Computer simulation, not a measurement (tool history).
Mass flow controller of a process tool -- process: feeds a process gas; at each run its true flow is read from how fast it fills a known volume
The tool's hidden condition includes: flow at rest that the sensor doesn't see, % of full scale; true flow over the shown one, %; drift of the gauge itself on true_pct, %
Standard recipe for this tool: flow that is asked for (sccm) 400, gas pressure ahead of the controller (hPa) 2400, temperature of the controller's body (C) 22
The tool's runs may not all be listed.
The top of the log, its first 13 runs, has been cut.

| run | hour | flow that is asked for (sccm) | gas pressure ahead of the controller (hPa) | temperature of the controller's body (C) | hours of work since the controller was set to zero | hours of work since the controller was changed | true flow (%) |
|---|---|---|---|---|---|---|---|
| 14 | 751.8 | 400 | 2400 | 22 | 1781 | 1781 | 101.1 |
| 15 | 809.3 | 400 | 2400 | 22 | 1824 | 1824 | 101.06 |
| 16 | 858.8 | 400 | 2400 | 22 | 1861 | 1861 | 101.13 |
| 17 | 896.2 | 400 | 2400 | 22 | 1889 | 1889 | 101.13 |
| 18 | 947.9 | 400 | 2400 | 22 | 1928 | 1928 | 101.21 |
| 19 | 1000.1 | 400 | 1950 | 22 | 1967 | 1967 | 101.51 |
|  | 1005.1 | controller's zero set anew |
| 20 | 1039.8 | 77 | 1950 | 38 | 26 | 1997 | 104.29 |
| 21 | 1088 | 166 | 2370 | 27 | 62 | 2033 | 102.2 |
|  | 1156.8 | controller's zero set anew, once more |
| 22 | 1158.2 | 146 | 1430 | 38 | 1 | 2085 | 99.67 |
| 23 | 1222.4 | 146 | 1430 | 38 | 49 | 2133 | 99.84 |
| 24 | 1263.7 | 400 | 1960 | 22 | 80 | 2164 | 100.79 |
| 25 | 1309.1 | 80 | 2310 | 22 | 114 | 2199 | 100.63 |
| 26 | 1361.3 | 238 | 1740 | 20 | 153 | 2238 | 101.03 |
| 27 | 1403.9 | 238 | 1740 | 20 | 185 | 2270 | 101.21 |
| 28 | 1447.2 | 238 | 1740 | 20 | 218 | 2302 | 100.96 |
| 29 | 1487.1 | 238 | 1740 | 20 | 248 | 2332 | 101.03 |
| 30 | 1551.3 | 237 | 1480 | 28 | 296 | 2380 | 100.8 |
| 31 | 1634.6 | 107 | 1650 | 22 | 359 | 2443 | 101.3 |
| 32 | 1713.8 | 105 | 2540 | 23 | 418 | 2502 | 100.81 |
| 33 | 1776.3 | 265 | 1910 | 30 | 465 | 2549 | 100.28 |
| 34 | 1824.2 | 258 | 2650 | 22 | 501 | 2585 | 100.65 |
| 35 | 1893.1 | 258 | 2650 | 22 | 553 | 2637 | 100.7 |
| 36 | 1949.2 | 258 | 2650 | 22 | 595 | 2679 | 100.69 |
| 37 | 2020.1 | 258 | 2650 | 22 | 648 | 2732 | 100.78 |
| 38 | 2089.6 | 258 | 2650 | 22 | 700 | 2784 | 100.78 |

What if the next run were any one of these 5? Each begins from the tool's condition after run 38:
| A | 2125.7 | 263 | 2620 | 38 | 727 | 2811 | ? |
| B | 2125.7 | 258 | 1760 | 27 | 727 | 2811 | ? |
| C | 2125.7 | 53 | 2400 | 29 | 727 | 2811 | ? |
| D | 2125.7 | 352 | 2230 | 32 | 727 | 2811 | ? |
| E | 2125.7 | 176 | 2650 | 33 | 727 | 2811 | ? |

| run | true flow (%) |
|---|---|
| A | 99.71 |
| B | 100.89 |
| C | 102.01 |
| D | 100.42 |
| E | 100.2 |
With no hidden state in the tool, these same runs would have given:
| run | true flow (%) |
|---|---|
| A | 98.45 |
| B | 99.61 |
| C | 98.94 |
| D | 99.27 |
| E | 98.71 |

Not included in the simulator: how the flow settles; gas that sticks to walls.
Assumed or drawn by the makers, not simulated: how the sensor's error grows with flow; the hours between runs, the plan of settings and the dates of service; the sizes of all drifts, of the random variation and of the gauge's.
